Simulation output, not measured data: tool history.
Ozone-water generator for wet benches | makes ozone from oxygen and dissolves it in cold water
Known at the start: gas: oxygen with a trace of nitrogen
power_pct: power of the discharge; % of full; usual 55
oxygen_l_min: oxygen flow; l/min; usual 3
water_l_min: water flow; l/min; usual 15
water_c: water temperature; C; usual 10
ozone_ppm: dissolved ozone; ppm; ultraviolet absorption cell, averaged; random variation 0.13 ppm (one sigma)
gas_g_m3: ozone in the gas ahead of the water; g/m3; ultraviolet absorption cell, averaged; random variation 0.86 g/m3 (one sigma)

{"run": 1, "hour": 0.0, "power_pct": 55, "oxygen_l_min": 3, "water_l_min": 15, "water_c": 10, "ozone_ppm": 12.7, "gas_g_m3": 136.9}
{"run": 2, "hour": 34.9, "power_pct": 55, "oxygen_l_min": 3, "water_l_min": 15, "water_c": 10, "ozone_ppm": 12.6, "gas_g_m3": 137.3}
{"run": 3, "hour": 61.9, "power_pct": 55, "oxygen_l_min": 3, "water_l_min": 15, "water_c": 10, "ozone_ppm": 12.6, "gas_g_m3": 138.7}
{"run": 4, "hour": 95.9, "power_pct": 55, "oxygen_l_min": 1.8, "water_l_min": 15, "water_c": 10, "ozone_ppm": 10.5, "gas_g_m3": 167.3}
{"run": 5, "hour": 120.1, "power_pct": 55, "oxygen_l_min": 3, "water_l_min": 15, "water_c": 10, "ozone_ppm": 12.9, "gas_g_m3": 137.8}
{"run": 6, "hour": 160.4, "power_pct": 55, "oxygen_l_min": 3, "water_l_min": 15, "water_c": 10, "ozone_ppm": 12.9, "gas_g_m3": 138.3}
{"run": 7, "hour": 186.1, "power_pct": 55, "oxygen_l_min": 3, "water_l_min": 15, "water_c": 10, "ozone_ppm": 12.6, "gas_g_m3": 137.3}
{"run": 8, "hour": 210.1, "power_pct": 55, "oxygen_l_min": 3, "water_l_min": 15, "water_c": 10, "ozone_ppm": 12.5, "gas_g_m3": 137.1}
{"run": 9, "hour": 238.1, "power_pct": 55, "oxygen_l_min": 3, "water_l_min": 15, "water_c": 10, "ozone_ppm": 13, "gas_g_m3": 136.6}
{"hour": 271.9, "done": "contactor cleaned"}
{"run": 10, "hour": 271.9, "power_pct": 55, "oxygen_l_min": 3, "water_l_min": 15, "water_c": 10, "ozone_ppm": 13.7, "gas_g_m3": 138.4}
{"run": 11, "hour": 301.3, "power_pct": 55, "oxygen_l_min": 3, "water_l_min": 15, "water_c": 10, "ozone_ppm": 13.5, "gas_g_m3": 136.6}
{"run": 12, "hour": 336.4, "power_pct": 55, "oxygen_l_min": 3, "water_l_min": 15, "water_c": 10, "ozone_ppm": 14, "gas_g_m3": 137.7}
{"run": 13, "hour": 375.4, "power_pct": 79, "oxygen_l_min": 1.5, "water_l_min": 10, "water_c": 12, "ozone_ppm": 18.9, "gas_g_m3": 217}
{"run": 14, "hour": 419.2, "power_pct": 80, "oxygen_l_min": 3.57, "water_l_min": 16, "water_c": 13, "ozone_ppm": 16.5, "gas_g_m3": 159.4}
{"run": 15, "hour": 459.4, "power_pct": 55, "oxygen_l_min": 3, "water_l_min": 19, "water_c": 10, "ozone_ppm": 11.3, "gas_g_m3": 137.5}
{"run": 16, "hour": 480.1, "power_pct": 65, "oxygen_l_min": 1.73, "water_l_min": 19, "water_c": 13, "ozone_ppm": 9.7, "gas_g_m3": 182.8}
{"run": 17, "hour": 508.5, "power_pct": 60, "oxygen_l_min": 1.73, "water_l_min": 11, "water_c": 9, "ozone_ppm": 16, "gas_g_m3": 177.3}
{"hour": 510.9, "done": "water thermometer calibrated"}
{"run": 18, "hour": 534.3, "power_pct": 70, "oxygen_l_min": 3, "water_l_min": 15, "water_c": 7, "ozone_ppm": 16.3, "gas_g_m3": 157.3}
{"run": 19, "hour": 561.4, "power_pct": 60, "oxygen_l_min": 2.32, "water_l_min": 15, "water_c": 10, "ozone_ppm": 13.2, "gas_g_m3": 158.7}
{"run": 20, "hour": 603.5, "power_pct": 61, "oxygen_l_min": 4.53, "water_l_min": 17, "water_c": 13, "ozone_ppm": 14.3, "gas_g_m3": 125.1}
{"hour": 607.1, "done": "water thermometer calibrated, once more"}
{"run": 21, "hour": 626.8, "power_pct": 61, "oxygen_l_min": 4.53, "water_l_min": 17, "water_c": 13, "ozone_ppm": 14.4, "gas_g_m3": 126.1}
{"run": 22, "hour": 657.4, "power_pct": 55, "oxygen_l_min": 1.6, "water_l_min": 15, "water_c": 10, "ozone_ppm": 10.8, "gas_g_m3": 170.7}
{"run": 23, "hour": 696.1, "power_pct": 55, "oxygen_l_min": 2.95, "water_l_min": 15, "water_c": 10, "ozone_ppm": 13.8, "gas_g_m3": 138.1}
{"run": 24, "hour": 723.5, "power_pct": 55, "oxygen_l_min": 3.75, "water_l_min": 20, "water_c": 10, "ozone_ppm": 11.6, "gas_g_m3": 127}

5 ways to go on from here, each from the tool as it stands after run 24. What would each give?
{"run": "A", "hour": 766.3, "power_pct": 55, "oxygen_l_min": 3.47, "water_l_min": 20, "water_c": 11, "ozone_ppm": "?", "gas_g_m3": "?"}
{"run": "B", "hour": 766.3, "power_pct": 44, "oxygen_l_min": 3.75, "water_l_min": 13, "water_c": 15, "ozone_ppm": "?", "gas_g_m3": "?"}
{"run": "C", "hour": 766.3, "power_pct": 85, "oxygen_l_min": 2.63, "water_l_min": 15, "water_c": 10, "ozone_ppm": "?", "gas_g_m3": "?"}
{"run": "D", "hour": 766.3, "power_pct": 55, "oxygen_l_min": 2.47, "water_l_min": 20, "water_c": 10, "ozone_ppm": "?", "gas_g_m3": "?"}
{"run": "E", "hour": 766.3, "power_pct": 56, "oxygen_l_min": 2.42, "water_l_min": 15, "water_c": 5, "ozone_ppm": "?", "gas_g_m3": "?"}

run=A ozone_ppm=11.2 gas_g_m3=130.1
run=B ozone_ppm=13.6 gas_g_m3=111.1
run=C ozone_ppm=17 gas_g_m3=182.7
run=D ozone_ppm=9.8 gas_g_m3=146.3
run=E ozone_ppm=13.4 gas_g_m3=150.8
Without the tool's hidden state the same runs would have given:
run=A ozone_ppm=11.5 gas_g_m3=132.8
run=B ozone_ppm=13.9 gas_g_m3=113.1
run=C ozone_ppm=17.6 gas_g_m3=187.5
run=D ozone_ppm=10.1 gas_g_m3=149.3
run=E ozone_ppm=13.8 gas_g_m3=153.9
